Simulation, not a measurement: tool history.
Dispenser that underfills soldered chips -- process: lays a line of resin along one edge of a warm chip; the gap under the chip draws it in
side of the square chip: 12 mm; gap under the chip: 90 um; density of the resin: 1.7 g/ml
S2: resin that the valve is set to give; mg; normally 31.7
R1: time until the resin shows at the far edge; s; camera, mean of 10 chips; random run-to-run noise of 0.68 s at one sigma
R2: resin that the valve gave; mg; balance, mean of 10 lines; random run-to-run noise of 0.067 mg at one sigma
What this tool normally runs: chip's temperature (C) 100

Run 1, hour 0.0: usual settings. Result: R1 76.4 s, R2 31.54 mg.
Run 2, hour 5.5: usual settings. Result: R1 93.4 s, R2 31.50 mg.
At hour 7.3: new syringe of resin.
Run 3, hour 12.5: usual settings. Result: R1 75.5 s, R2 31.39 mg.
Run 4, hour 19.4: usual settings. Result: R1 96.9 s, R2 31.45 mg.
At hour 20.3: new syringe of resin.
Run 5, hour 23.8: usual settings. Result: R1 69.9 s, R2 31.33 mg.
Run 6, hour 29.4: usual settings. Result: R1 86.9 s, R2 31.29 mg.
At hour 33.6: new syringe of resin.
Run 7, hour 38.1: usual settings but S2 33.1 mg. Result: R1 70.5 s, R2 32.54 mg.
Run 8, hour 44.4: usual settings but S2 33.1 mg. Result: R1 90.3 s, R2 32.62 mg.
At hour 46.7: new syringe of resin.
Run 9, hour 53.2: usual settings but S2 33.1 mg. Result: R1 76.4 s, R2 32.48 mg.
At hour 59.9: new syringe of resin.
Run 10, hour 60.0: usual settings but S2 33.1 mg. Result: R1 60.6 s, R2 32.32 mg.
Run 11, hour 66.7: usual settings but chip's temperature (C) 95. Result: R1 97.6 s, R2 30.82 mg.
Run 12, hour 72.4: usual settings but chip's temperature (C) 95. Result: R1 125.7 s, R2 30.71 mg.
At hour 73.5: new syringe of resin.
Run 13, hour 79.1: usual settings but chip's temperature (C) 101. Result: R1 70.5 s, R2 30.69 mg.
Run 14, hour 84.6: usual settings but chip's temperature (C) 94. Result: R1 120.2 s, R2 30.64 mg.
At hour 86.9: new syringe of resin.
Run 15, hour 93.0: usual settings. Result: R1 76.1 s, R2 30.51 mg.
At hour 100.4: new syringe of resin.
At hour 102.6: dispensing valve cleaned and set on the balance.
Run 16, hour 102.6: usual settings. Result: R1 61.3 s, R2 31.84 mg.
Run 17, hour 106.1: usual settings. Result: R1 70.8 s, R2 31.71 mg.
Run 18, hour 112.2: usual settings but chip's temperature (C) 108, S2 30.8 mg. Result: R1 65.9 s, R2 30.71 mg.
At hour 114.7: new syringe of resin.
Run 19, hour 117.5: usual settings but chip's temperature (C) 96, S2 33.4 mg. Result: R1 75.8 s, R2 33.31 mg.
Run 20, hour 121.7: usual settings but chip's temperature (C) 101, S2 40.6 mg. Result: R1 72.6 s, R2 40.36 mg.
At hour 128.4: new syringe of resin.
Run 21, hour 129.5: usual settings but chip's temperature (C) 110, S2 33.5 mg. Result: R1 42.0 s, R2 33.36 mg.
Run 22, hour 133.3: usual settings but chip's temperature (C) 110, S2 33.5 mg. Result: R1 47.7 s, R2 33.24 mg.
Run 23, hour 139.0: usual settings but chip's temperature (C) 110, S2 33.5 mg. Result: R1 60.5 s, R2 33.12 mg.
At hour 141.4: new syringe of resin.
Run 24, hour 146.9: usual settings but chip's temperature (C) 94, S2 29.0 mg. Result: R1 95.3 s, R2 28.61 mg.
Run 25, hour 150.8: usual settings but chip's temperature (C) 109, S2 29.0 mg. Result: R1 62.0 s, R2 28.58 mg.
At hour 155.1: new syringe of resin.
Run 26, hour 155.6: usual settings but S2 39.2 mg. Result: R1 59.0 s, R2 38.60 mg.
Run 27, hour 163.1: usual settings but chip's temperature (C) 87, S2 39.6 mg. Result: R1 137.6 s, R2 38.99 mg.
At hour 168.4: new syringe of resin.
Run 28, hour 169.0: usual settings but chip's temperature (C) 101, S2 38.0 mg. Result: R1 56.1 s, R2 37.27 mg.
Run 29, hour 173.7: usual settings but chip's temperature (C) 108, S2 31.9 mg. Result: R1 52.7 s, R2 31.13 mg.
Run 30, hour 177.8: usual settings but chip's temperature (C) 92, S2 28.8 mg. Result: R1 122.8 s, R2 28.06 mg.
At hour 181.5: new syringe of resin.
Run 31, hour 183.6: usual settings but chip's temperature (C) 92, S2 28.8 mg. Result: R1 91.5 s, R2 28.11 mg.
Run 32, hour 188.0: usual settings but chip's temperature (C) 107, S2 32.6 mg. Result: R1 58.1 s, R2 31.81 mg.
At hour 194.8: new syringe of resin.
Run 33, hour 195.1: usual settings but chip's temperature (C) 107, S2 32.6 mg. Result: R1 45.5 s, R2 31.69 mg.

3 options for the next run, each taken on its own from the tool as it stands now. Forecast them:
Run A, hour 201.1: usual settings but chip's temperature (C) 87, S2 39.4 mg. Result: R1 ?, R2 ?.
Run B, hour 201.1: usual settings but chip's temperature (C) 86, S2 35.0 mg. Result: R1 ?, R2 ?.
Run C, hour 201.1: usual settings but chip's temperature (C) 93, S2 29.9 mg. Result: R1 ?, R2 ?.

run     R1     R2
  A  130.3  38.23
  B  133.0  33.80
  C  103.3  28.91
The same runs, with their run-to-run variation unchanged, on a tool lacking any hidden condition would have given:
run     R1     R2
  A  105.1  39.43
  B  107.1  34.86
  C   82.7  29.81
